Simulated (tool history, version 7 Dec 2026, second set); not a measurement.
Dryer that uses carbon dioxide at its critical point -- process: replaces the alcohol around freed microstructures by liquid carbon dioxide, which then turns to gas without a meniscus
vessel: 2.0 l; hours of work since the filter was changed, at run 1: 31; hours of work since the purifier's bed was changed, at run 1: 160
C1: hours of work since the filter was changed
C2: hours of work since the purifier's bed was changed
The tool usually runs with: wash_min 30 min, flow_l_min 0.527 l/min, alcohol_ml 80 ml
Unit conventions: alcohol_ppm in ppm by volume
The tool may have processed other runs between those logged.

run 1 hour=0 | wash_min=30 flow_l_min=0.527 alcohol_ml=80 | C1=31 C2=160 | alcohol_ppm=74
run 2 hour=11.3 | wash_min=27 flow_l_min=0.527 alcohol_ml=80 | C1=35 C2=164 | alcohol_ppm=102
run 3 hour=21.4 | wash_min=27 flow_l_min=0.527 alcohol_ml=80 | C1=39 C2=167 | alcohol_ppm=94
run 4 hour=37.4 | wash_min=27 flow_l_min=0.527 alcohol_ml=80 | C1=44 C2=172 | alcohol_ppm=94
run 5 hour=49.5 | wash_min=27 flow_l_min=0.527 alcohol_ml=80 | C1=48 C2=177 | alcohol_ppm=108
run 6 hour=62.5 | wash_min=30 flow_l_min=0.424 alcohol_ml=80 | C1=52 C2=181 | alcohol_ppm=162
run 7 hour=73.4 | wash_min=30 flow_l_min=0.527 alcohol_ml=31 | C1=56 C2=184 | alcohol_ppm=70
run 8 hour=82.9 | wash_min=30 flow_l_min=0.527 alcohol_ml=31 | C1=59 C2=188 | alcohol_ppm=84
run 9 hour=93.8 | wash_min=30 flow_l_min=0.527 alcohol_ml=31 | C1=63 C2=191 | alcohol_ppm=93
run 10 hour=103.7 | wash_min=30 flow_l_min=0.527 alcohol_ml=35 | C1=66 C2=194 | alcohol_ppm=72
run 11 hour=117.1 | wash_min=30 flow_l_min=0.527 alcohol_ml=35 | C1=70 C2=199 | alcohol_ppm=75
run 12 hour=125.7 | wash_min=30 flow_l_min=0.339 alcohol_ml=80 | C1=73 C2=202 | alcohol_ppm=417
run 13 hour=136.8 | wash_min=30 flow_l_min=0.339 alcohol_ml=21 | C1=77 C2=206 | alcohol_ppm=170
run 14 hour=150.2 | wash_min=27 flow_l_min=0.527 alcohol_ml=80 | C1=81 C2=210 | alcohol_ppm=104
run 15 hour=159.8 | wash_min=27 flow_l_min=0.527 alcohol_ml=80 | C1=85 C2=213 | alcohol_ppm=129
run 16 hour=168 | wash_min=30 flow_l_min=0.527 alcohol_ml=21 | C1=87 C2=216 | alcohol_ppm=70
run 17 hour=176.6 | wash_min=30 flow_l_min=0.527 alcohol_ml=108 | C1=90 C2=219 | alcohol_ppm=102
run 18 hour=189.8 | wash_min=18 flow_l_min=0.393 alcohol_ml=108 | C1=95 C2=223 | alcohol_ppm=2022
run 19 hour=205.5 | wash_min=20 flow_l_min=0.464 alcohol_ml=29 | C1=100 C2=228 | alcohol_ppm=253
run 20 hour=212 | wash_min=20 flow_l_min=0.855 alcohol_ml=39 | C1=102 C2=230 | alcohol_ppm=86
run 21 hour=224.1 | wash_min=21 flow_l_min=0.717 alcohol_ml=37 | C1=106 C2=235 | alcohol_ppm=89
run 22 hour=239.7 | wash_min=21 flow_l_min=0.717 alcohol_ml=37 | C1=111 C2=240 | alcohol_ppm=100
run 23 hour=253.3 | wash_min=21 flow_l_min=0.331 alcohol_ml=45 | C1=116 C2=244 | alcohol_ppm=958
run 24 hour=262.1 | wash_min=38 flow_l_min=0.866 alcohol_ml=33 | C1=119 C2=247 | alcohol_ppm=90
run 25 hour=274.3 | wash_min=30 flow_l_min=0.467 alcohol_ml=22 | C1=123 C2=251 | alcohol_ppm=104
run 26 hour=282 | wash_min=30 flow_l_min=0.467 alcohol_ml=22 | C1=125 C2=254 | alcohol_ppm=103
run 27 hour=289.8 | wash_min=24 flow_l_min=0.527 alcohol_ml=63 | C1=128 C2=256 | alcohol_ppm=175
run 28 hour=297.7 | wash_min=24 flow_l_min=0.437 alcohol_ml=63 | C1=130 C2=259 | alcohol_ppm=325
run 29 hour=308.2 | wash_min=22 flow_l_min=0.459 alcohol_ml=80 | C1=134 C2=262 | alcohol_ppm=432
run 30 hour=319.8 | wash_min=22 flow_l_min=0.459 alcohol_ml=80 | C1=138 C2=266 | alcohol_ppm=425
run 31 hour=334.9 | wash_min=29 flow_l_min=0.454 alcohol_ml=80 | C1=143 C2=271 | alcohol_ppm=170
run 32 hour=347.2 | wash_min=29 flow_l_min=0.454 alcohol_ml=25 | C1=147 C2=275 | alcohol_ppm=120
run 33 hour=355.5 | wash_min=28 flow_l_min=0.494 alcohol_ml=80 | C1=150 C2=278 | alcohol_ppm=165

How would selected steps in alcohol_ppm from run to run divide? Give the signed amount a tool lacking its hidden state would still show from settings, what came in and random variation, and the signed amount left for the hidden state, including any gauge scatter that is not in both of the compared results.
Hidden state present: flow that reaches the vessel past the clogged filter, %; alcohol in the recycled carbon dioxide, ppm; drift of the gauge itself on alcohol_ppm, %.
Run 17 -> 18: wash_min 30 -> 18, flow_l_min 0.527 -> 0.393. alcohol_ppm +1920 ppm by volume: hidden state +147, all else +1773.
Run 18 -> 19: wash_min 18 -> 20, flow_l_min 0.393 -> 0.464, alcohol_ml 108 -> 29. alcohol_ppm -1769 ppm by volume: hidden state -130, all else -1639.
Run 22 -> 23: flow_l_min 0.717 -> 0.331, alcohol_ml 37 -> 45. alcohol_ppm +858 ppm by volume: hidden state +75, all else +783.
Run 23 -> 24: wash_min 21 -> 38, flow_l_min 0.331 -> 0.866, alcohol_ml 45 -> 33. alcohol_ppm -868 ppm by volume: hidden state -75, all else -793.

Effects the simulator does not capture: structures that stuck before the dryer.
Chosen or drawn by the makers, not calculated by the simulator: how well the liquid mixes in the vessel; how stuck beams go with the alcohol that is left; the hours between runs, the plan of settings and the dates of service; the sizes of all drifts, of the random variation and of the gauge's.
